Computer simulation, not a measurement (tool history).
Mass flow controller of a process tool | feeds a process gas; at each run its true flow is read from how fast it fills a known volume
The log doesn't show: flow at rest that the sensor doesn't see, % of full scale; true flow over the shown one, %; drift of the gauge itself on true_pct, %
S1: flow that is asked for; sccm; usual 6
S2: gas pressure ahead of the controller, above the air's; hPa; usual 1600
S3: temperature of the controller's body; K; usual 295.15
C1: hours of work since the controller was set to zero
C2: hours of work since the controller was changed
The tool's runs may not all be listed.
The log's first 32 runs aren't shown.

{"run": 33, "hour": 11145.0, "S1": 19, "S2": 2350, "S3": 296.15, "C1": 4119, "C2": 12067, "true flow (%)": 101.08}
{"run": 34, "hour": 11352.6, "S1": 5, "S2": 2750, "S3": 298.15, "C1": 4249, "C2": 12196, "true flow (%)": 99.07}
{"run": 35, "hour": 11693.1, "S1": 7, "S2": 1770, "S3": 298.15, "C1": 4461, "C2": 12408, "true flow (%)": 98.92}
{"run": 36, "hour": 12028.4, "S1": 6, "S2": 1770, "S3": 298.15, "C1": 4669, "C2": 12617, "true flow (%)": 98.93}
{"run": 37, "hour": 12346.7, "S1": 9, "S2": 1620, "S3": 307.15, "C1": 4867, "C2": 12815, "true flow (%)": 98.54}
{"run": 38, "hour": 12638.1, "S1": 9, "S2": 1620, "S3": 302.15, "C1": 5049, "C2": 12996, "true flow (%)": 99.05}
{"run": 39, "hour": 12890.3, "S1": 9, "S2": 1620, "S3": 293.15, "C1": 5206, "C2": 13153, "true flow (%)": 100.16}
{"run": 40, "hour": 13241.7, "S1": 6, "S2": 2680, "S3": 295.15, "C1": 5424, "C2": 13372, "true flow (%)": 100.26}
{"run": 41, "hour": 13610.0, "S1": 3, "S2": 1600, "S3": 296.15, "C1": 5654, "C2": 13601, "true flow (%)": 99.08}
{"run": 42, "hour": 14007.8, "S1": 10, "S2": 1610, "S3": 304.15, "C1": 5901, "C2": 13849, "true flow (%)": 99.34}
{"hour": 14165.3, "done": "gauge calibrated"}
{"run": 43, "hour": 14383.6, "S1": 10, "S2": 1610, "S3": 304.15, "C1": 6135, "C2": 14083, "true flow (%)": 97.83}
{"run": 44, "hour": 14674.2, "S1": 3, "S2": 1570, "S3": 305.15, "C1": 6316, "C2": 14264, "true flow (%)": 96.69}
{"run": 45, "hour": 15091.5, "S1": 11, "S2": 1790, "S3": 297.15, "C1": 6576, "C2": 14523, "true flow (%)": 98.95}
{"run": 46, "hour": 15535.9, "S1": 7, "S2": 2540, "S3": 295.15, "C1": 6852, "C2": 14800, "true flow (%)": 99.12}
{"run": 47, "hour": 15824.4, "S1": 18, "S2": 1580, "S3": 311.15, "C1": 7032, "C2": 14979, "true flow (%)": 98.37}
{"run": 48, "hour": 16291.2, "S1": 9, "S2": 1670, "S3": 294.15, "C1": 7322, "C2": 15270, "true flow (%)": 99.27}

Forecast each of these 3 alternatives for the next run:
{"run": "A", "hour": 16635.6, "S1": 11, "S2": 2480, "S3": 307.15, "C1": 7537, "C2": 15484, "true flow (%)": "?"}
{"run": "B", "hour": 16635.6, "S1": 6, "S2": 2400, "S3": 296.15, "C1": 7537, "C2": 15484, "true flow (%)": "?"}
{"run": "C", "hour": 16635.6, "S1": 3, "S2": 2470, "S3": 310.15, "C1": 7537, "C2": 15484, "true flow (%)": "?"}

run=A true_flow_(%)=98.58
run=B true_flow_(%)=99.04
run=C true_flow_(%)=96.98
Without the tool's hidden state the same runs would have given:
run=A true_flow_(%)=97.96
run=B true_flow_(%)=98.42
run=C true_flow_(%)=96.39

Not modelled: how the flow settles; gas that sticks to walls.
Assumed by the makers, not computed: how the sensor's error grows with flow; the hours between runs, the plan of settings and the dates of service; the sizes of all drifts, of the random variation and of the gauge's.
